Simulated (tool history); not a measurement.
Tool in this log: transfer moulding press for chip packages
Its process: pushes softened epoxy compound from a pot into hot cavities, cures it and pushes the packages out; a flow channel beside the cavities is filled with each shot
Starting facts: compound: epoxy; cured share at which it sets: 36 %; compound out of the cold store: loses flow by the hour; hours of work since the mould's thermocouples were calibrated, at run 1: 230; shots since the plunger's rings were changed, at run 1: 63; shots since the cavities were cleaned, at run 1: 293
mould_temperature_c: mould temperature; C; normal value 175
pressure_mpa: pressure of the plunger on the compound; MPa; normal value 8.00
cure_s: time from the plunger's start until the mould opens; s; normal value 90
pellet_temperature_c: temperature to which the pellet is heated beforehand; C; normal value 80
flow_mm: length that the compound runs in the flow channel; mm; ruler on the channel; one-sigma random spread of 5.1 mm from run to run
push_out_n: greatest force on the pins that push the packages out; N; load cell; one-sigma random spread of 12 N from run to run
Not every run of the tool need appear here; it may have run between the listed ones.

run	hour	mould_temperature_c	pressure_mpa	cure_s	pellet_temperature_c	hours of work since the mould's thermocouples were calibrated	shots since the plunger's rings were changed	shots since the cavities were cleaned	incoming compound's hours out of the cold store	flow_mm	push_out_n
1	0.0	175	8.00	90	80	230	63	293	43.7	849	887
2	15.3	175	8.00	90	86	238	216	446	43.9	851	926
3	27.1	175	8.00	90	86	244	333	563	33.5	890	983
4	42.4	175	8.00	77	86	252	486	716	30.0	895	1312
5	58.3	175	8.00	77	86	260	644	874	46.0	828	1353
# hour 65.1: cavities cleaned with cleaning compound and waxed
6	70.8	175	8.00	77	86	265	754	58	27.5	904	821
7	84.1	175	8.00	77	86	272	886	190	39.3	846	1005
8	96.6	175	8.00	77	86	278	1011	315	18.0	941	1185
9	107.0	170	8.00	85	80	283	1114	418	40.8	863	1396
10	118.9	175	8.00	90	82	290	1233	537	13.0	965	986
11	127.7	168	10.00	103	81	294	1320	624	46.2	968	1161
12	140.7	170	7.53	74	72	301	1451	755	12.2	961	2318
13	151.4	170	7.53	74	72	306	1557	861	38.8	852	2107

For some of the steps in flow_mm from one run to the next: how much would appear even if the tool had no hidden state, given the settings, what came in and random variation, and how much remains for the hidden state plus any gauge scatter that the measured result and the result without hidden state don't share?
Hidden state at play: true mould temperature over the reading, C; pressure that reaches the compound, % of what is set; grip of the stained cavities, % over clean ones'; drift of the gauge itself on flow_mm, %; drift of the gauge itself on push_out_n, %.
Run 7 -> 8: no setting touched and nothing written in the log between the runs. flow_mm +95 mm: hidden state -5, all else +100.
Run 12 -> 13: no setting touched and nothing written in the log between the runs. flow_mm -109 mm: hidden state +1, all else -110.
